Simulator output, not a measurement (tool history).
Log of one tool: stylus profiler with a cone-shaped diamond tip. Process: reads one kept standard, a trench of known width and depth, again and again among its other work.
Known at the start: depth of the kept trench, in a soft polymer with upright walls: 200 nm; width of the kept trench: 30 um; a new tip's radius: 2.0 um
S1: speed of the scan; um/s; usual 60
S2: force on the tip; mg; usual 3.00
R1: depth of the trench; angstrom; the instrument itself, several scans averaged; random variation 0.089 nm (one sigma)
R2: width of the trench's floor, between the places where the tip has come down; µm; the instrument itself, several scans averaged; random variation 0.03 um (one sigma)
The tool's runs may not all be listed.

{"run": 1, "hour": 0.0, "S1": 60, "S2": 3.0, "R1": 2015.0, "R2": 27.75}
{"run": 2, "hour": 8.3, "S1": 60, "S2": 3.0, "R1": 2018.1, "R2": 27.7}
{"run": 3, "hour": 23.8, "S1": 120, "S2": 3.0, "R1": 2016.7, "R2": 27.37}
{"run": 4, "hour": 40.2, "S1": 120, "S2": 3.0, "R1": 2014.9, "R2": 27.37}
{"run": 5, "hour": 56.0, "S1": 60, "S2": 2.1, "R1": 2014.7, "R2": 27.64}
{"run": 6, "hour": 69.6, "S1": 60, "S2": 5.39, "R1": 2021.9, "R2": 27.77}
{"run": 7, "hour": 78.2, "S1": 60, "S2": 5.39, "R1": 2020.9, "R2": 27.79}
{"run": 8, "hour": 95.3, "S1": 60, "S2": 5.39, "R1": 2022.3, "R2": 27.78}
{"run": 9, "hour": 104.7, "S1": 60, "S2": 3.0, "R1": 2016.3, "R2": 27.71}
{"run": 10, "hour": 120.2, "S1": 60, "S2": 3.0, "R1": 2016.3, "R2": 27.65}
{"run": 11, "hour": 140.0, "S1": 186, "S2": 3.0, "R1": 2015.7, "R2": 26.97}
{"run": 12, "hour": 159.4, "S1": 186, "S2": 3.0, "R1": 2017.2, "R2": 26.95}
{"run": 13, "hour": 168.8, "S1": 164, "S2": 3.0, "R1": 2017.3, "R2": 27.03}
{"run": 14, "hour": 179.4, "S1": 60, "S2": 3.0, "R1": 2017.6, "R2": 27.64}
{"run": 15, "hour": 187.9, "S1": 60, "S2": 3.0, "R1": 2016.9, "R2": 27.66}
{"run": 16, "hour": 201.7, "S1": 82, "S2": 3.0, "R1": 2018.5, "R2": 27.53}
{"run": 17, "hour": 212.4, "S1": 82, "S2": 3.0, "R1": 2017.9, "R2": 27.59}
{"run": 18, "hour": 221.3, "S1": 92, "S2": 3.0, "R1": 2017.3, "R2": 27.46}
{"run": 19, "hour": 237.1, "S1": 92, "S2": 3.0, "R1": 2016.9, "R2": 27.52}
{"run": 20, "hour": 252.0, "S1": 92, "S2": 3.0, "R1": 2018.6, "R2": 27.44}
{"run": 21, "hour": 265.2, "S1": 60, "S2": 3.0, "R1": 2017.6, "R2": 27.64}
{"run": 22, "hour": 279.5, "S1": 60, "S2": 3.0, "R1": 2017.5, "R2": 27.64}
{"run": 23, "hour": 294.0, "S1": 60, "S2": 3.0, "R1": 2018.6, "R2": 27.66}
{"run": 24, "hour": 305.6, "S1": 60, "S2": 3.0, "R1": 2017.7, "R2": 27.66}
{"run": 25, "hour": 321.3, "S1": 25, "S2": 6.1, "R1": 2024.8, "R2": 27.85}
{"run": 26, "hour": 338.3, "S1": 188, "S2": 4.53, "R1": 2021.6, "R2": 27.11}
{"run": 27, "hour": 354.6, "S1": 194, "S2": 4.38, "R1": 2020.9, "R2": 27.06}
{"run": 28, "hour": 363.2, "S1": 194, "S2": 4.38, "R1": 2022.8, "R2": 27.01}
{"run": 29, "hour": 378.0, "S1": 194, "S2": 4.38, "R1": 2020.2, "R2": 27.05}
{"run": 30, "hour": 396.3, "S1": 79, "S2": 2.86, "R1": 2019.2, "R2": 27.51}
{"run": 31, "hour": 406.4, "S1": 57, "S2": 2.34, "R1": 2016.7, "R2": 27.51}
{"run": 32, "hour": 425.5, "S1": 57, "S2": 2.34, "R1": 2018.0, "R2": 27.5}
{"run": 33, "hour": 435.9, "S1": 200, "S2": 7.08, "R1": 2027.5, "R2": 27.18}
{"run": 34, "hour": 453.2, "S1": 200, "S2": 7.08, "R1": 2028.1, "R2": 27.12}
{"run": 35, "hour": 472.0, "S1": 201, "S2": 3.51, "R1": 2022.0, "R2": 26.88}
{"run": 36, "hour": 490.0, "S1": 25, "S2": 1.25, "R1": 2013.9, "R2": 27.69}
{"run": 37, "hour": 502.8, "S1": 60, "S2": 4.58, "R1": 2023.8, "R2": 27.6}
{"run": 38, "hour": 515.8, "S1": 87, "S2": 6.35, "R1": 2027.5, "R2": 27.57}
{"run": 39, "hour": 524.3, "S1": 87, "S2": 6.35, "R1": 2027.2, "R2": 27.57}
{"run": 40, "hour": 539.5, "S1": 95, "S2": 5.81, "R1": 2027.3, "R2": 27.48}
{"run": 41, "hour": 558.5, "S1": 192, "S2": 6.59, "R1": 2028.9, "R2": 27.1}
{"run": 42, "hour": 574.4, "S1": 225, "S2": 1.77, "R1": 2016.7, "R2": 26.22}
{"run": 43, "hour": 585.5, "S1": 229, "S2": 2.45, "R1": 2019.2, "R2": 26.41}
{"run": 44, "hour": 605.0, "S1": 151, "S2": 3.9, "R1": 2021.2, "R2": 27.06}
{"run": 45, "hour": 624.0, "S1": 61, "S2": 5.03, "R1": 2025.1, "R2": 27.55}
{"run": 46, "hour": 639.3, "S1": 156, "S2": 1.71, "R1": 2016.9, "R2": 26.69}
{"run": 47, "hour": 649.6, "S1": 34, "S2": 4.73, "R1": 2025.4, "R2": 27.63}

Hidden state or all else? Some run-to-run changes of R1, split into what the settings, what came in and random variation would give without the hidden state, and what is left for the hidden state (with any gauge scatter that isn't in both results):
The hidden state here: radius of the tip, um; height scale over the true one, %; drift of the gauge itself on depth_nm, %; drift of the gauge itself on floor_um, %.
Run 10 -> 11: S1 60 -> 186. R1 -0.6 angstrom: hidden state +0.2, all else -0.8.
Run 11 -> 12: no setting changed, nothing entered. R1 +1.5 angstrom: hidden state +0.2, all else +1.3.
Run 15 -> 16: S1 60 -> 82. R1 +1.6 angstrom: hidden state +0.2, all else +1.4.
Run 32 -> 33: S1 57 -> 200, S2 2.34 -> 7.08. R1 +9.5 angstrom: hidden state +0.1, all else +9.4.
Run 36 -> 37: S1 25 -> 60, S2 1.25 -> 4.58. R1 +9.9 angstrom: hidden state +0.1, all else +9.8.
Run 41 -> 42: S1 192 -> 225, S2 6.59 -> 1.77. R1 -12.2 angstrom: hidden state +0.0, all else -12.2.

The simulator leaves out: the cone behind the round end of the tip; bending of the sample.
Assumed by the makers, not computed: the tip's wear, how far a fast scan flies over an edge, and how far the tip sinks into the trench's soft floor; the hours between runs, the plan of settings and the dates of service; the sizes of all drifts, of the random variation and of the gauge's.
